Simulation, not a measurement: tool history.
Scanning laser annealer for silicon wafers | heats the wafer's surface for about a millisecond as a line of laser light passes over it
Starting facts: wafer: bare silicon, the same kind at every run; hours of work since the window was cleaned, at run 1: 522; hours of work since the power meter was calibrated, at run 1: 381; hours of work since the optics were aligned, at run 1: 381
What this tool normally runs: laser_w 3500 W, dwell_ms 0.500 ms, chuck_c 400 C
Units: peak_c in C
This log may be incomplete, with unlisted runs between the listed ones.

run    hour  laser_w  dwell_ms  chuck_c  hours of work since the window was cleaned  hours of work since the power meter was calibrated  hours of work since the optics were aligned  peak_c
  1     0.0     3500     0.500      400                                         522                                                 381                                          381    1208
  2    55.9     3500     0.500      387                                         566                                                 425                                          425    1195
  3    84.1     3500     0.500      414                                         589                                                 448                                          448    1224
  4   114.6     3500     0.500      414                                         613                                                 472                                          472    1221
      122.6  -- window over the wafer cleaned
  5   160.1     3500     0.500      414                                          30                                                 506                                          506    1221
  6   196.8     3500     0.500      398                                          58                                                 535                                          535    1202
  7   260.1     3500     0.500      398                                         108                                                 584                                          584    1206
  8   315.9     3143     0.500      400                                         152                                                 628                                          628    1116
  9   357.3     3602     0.500      400                                         185                                                 661                                          661    1235
 10   415.4     3081     0.500      400                                         230                                                 707                                          707    1101
 11   450.7     3500     0.500      400                                         258                                                 735                                          735    1205
 12   485.0     3500     0.500      400                                         285                                                 762                                          762    1204
      517.7  -- optics aligned, line set to its width
 13   553.5     3500     0.500      385                                         335                                                 812                                           28    1192
 14   612.1     3500     0.500      385                                         381                                                 858                                           74    1192
 15   642.7     3500     0.500      400                                         406                                                 882                                           98    1208
 16   708.3     3500     0.500      382                                         457                                                 933                                          150    1187
 17   767.3     3500     0.500      382                                         504                                                 980                                          196    1190
 18   809.6     3500     0.500      382                                         537                                                1013                                          230    1187
 19   852.0     3500     0.500      382                                         570                                                1047                                          263    1187
 20   883.6     3500     0.500      382                                         595                                                1071                                          288    1192
      917.4  -- window over the wafer cleaned
 21   921.9     3500     0.500      382                                           4                                                1100                                          317    1192
 22   962.1     3166     0.500      392                                          35                                                1132                                          348    1119
 23   995.0     3500     0.381      407                                          61                                                1158                                          374    1108
 24  1043.9     3500     0.381      407                                         100                                                1196                                          413    1106
 25  1098.1     3500     0.499      400                                         142                                                1239                                          455    1210
 26  1164.9     3500     0.500      373                                         195                                                1291                                          508    1183
 27  1202.7     3500     0.500      373                                         225                                                1321                                          538    1179
 28  1259.8     3500     0.500      373                                         270                                                1366                                          583    1178
 29  1325.2     3373     0.500      437                                         321                                                1417                                          634    1213
 30  1370.9     3500     0.554      400                                         357                                                1453                                          670    1255
 31  1411.3     3554     0.368      400                                         389                                                1485                                          702    1100
 32  1460.0     3554     0.368      400                                         427                                                1524                                          740    1100
     1518.7  -- optics aligned, line set to its width
 33  1527.7     3554     0.368      400                                         477                                                1573                                            7    1097
 34  1566.1     3326     0.353      363                                         507                                                1603                                           37     994
 35  1624.4     3403     0.453      423                                         553                                                1649                                           83    1168
 36  1657.9     3086     0.369      383                                         579                                                1675                                          110     981
     1711.3  -- window over the wafer cleaned
 37  1718.2     3086     0.369      383                                           5                                                1721                                          156     977
 38  1759.5     3086     0.369      383                                          38                                                1754                                          188     982
 39  1810.8     3171     0.516      400                                          78                                                1794                                          228    1137
 40  1847.7     3500     0.372      400                                         107                                                1823                                          257    1090

3 ways to go on from here, each from the tool as it stands after run 40. What would each give?
  A  1887.5     3546     0.436      386                                         139                                                1855                                          289       ?
  B  1887.5     3500     0.578      399                                         139                                                1855                                          289       ?
  C  1887.5     3255     0.361      374                                         139                                                1855                                          289       ?

run  peak_c
  A    1146
  B    1272
  C     999
The same runs, with their run-to-run variation unchanged, on a tool lacking any hidden condition would have given:
run  peak_c
  A    1147
  B    1272
  C     999
